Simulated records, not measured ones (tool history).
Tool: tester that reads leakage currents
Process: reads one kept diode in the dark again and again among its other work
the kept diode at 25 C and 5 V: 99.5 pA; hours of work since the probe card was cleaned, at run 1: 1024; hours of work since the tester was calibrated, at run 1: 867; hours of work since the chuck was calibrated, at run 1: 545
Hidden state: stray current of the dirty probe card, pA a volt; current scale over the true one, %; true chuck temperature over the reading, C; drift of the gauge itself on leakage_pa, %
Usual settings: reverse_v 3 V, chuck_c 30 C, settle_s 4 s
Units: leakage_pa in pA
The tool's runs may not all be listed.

run,hour,reverse_v,chuck_c,settle_s,hours of work since the probe card was cleaned,hours of work since the tester was calibrated,hours of work since the chuck was calibrated,leakage_pa
1,0,3,30,4,1024,867,545,130.71
2,41.6,3,30,4,1053,895,573,129.98
3,77,3,30,1.14,1077,919,597,130.98
4,134.5,3,31,4,1116,958,637,142.78
5,167.8,3,31,4,1138,981,659,142.16
6,204.9,3,31,4,1164,1006,684,143.5
7,249.2,3,31,4,1194,1036,715,142.17
8,284.9,3,31,4,1218,1061,739,142.73
9,326.1,11.38,31,4,1246,1089,767,244.16
10,363.3,3,30,2.61,1271,1114,792,129.97
11,403.2,3,53,4,1299,1141,819,944.06
12,440.2,3,53,4,1324,1166,844,940.56
13,472.7,2.1,30,4,1346,1188,867,112.5
14,520.7,2.1,50,2.05,1378,1221,899,640.65
# hour 531.7: probe card cleaned and baked
15,550.2,3,30,8.6,13,1239,917,130.29
# hour 587.9: chuck's temperature calibrated
16,605.7,1.01,27,3.95,49,1275,12,63.7
17,628.8,1.01,27,0.68,65,1291,28,63.47
18,678.1,13.41,28,0.72,98,1325,61,198.93
19,708.4,18.94,22,0.37,119,1345,82,133.68
20,752.8,6,52,1.86,149,1376,112,1140.49
21,804.7,6,52,1.86,184,1411,147,1142.12
22,847.6,4.27,52,6.06,214,1440,177,1008.61
23,904.4,2.06,52,1.6,252,1479,215,749.47

Forecast each of these 3 alternatives for the next run:
A,947.2,3,55,4,281,1508,244,?
B,947.2,3,22,4,281,1508,244,?
C,947.2,7.26,52,5.08,281,1508,244,?

run,leakage_pa
A,1103.91
B,60.95
C,1229.92
Without the tool's hidden state the same runs would have given:
run,leakage_pa
A,1103.3
B,60.89
C,1229.2
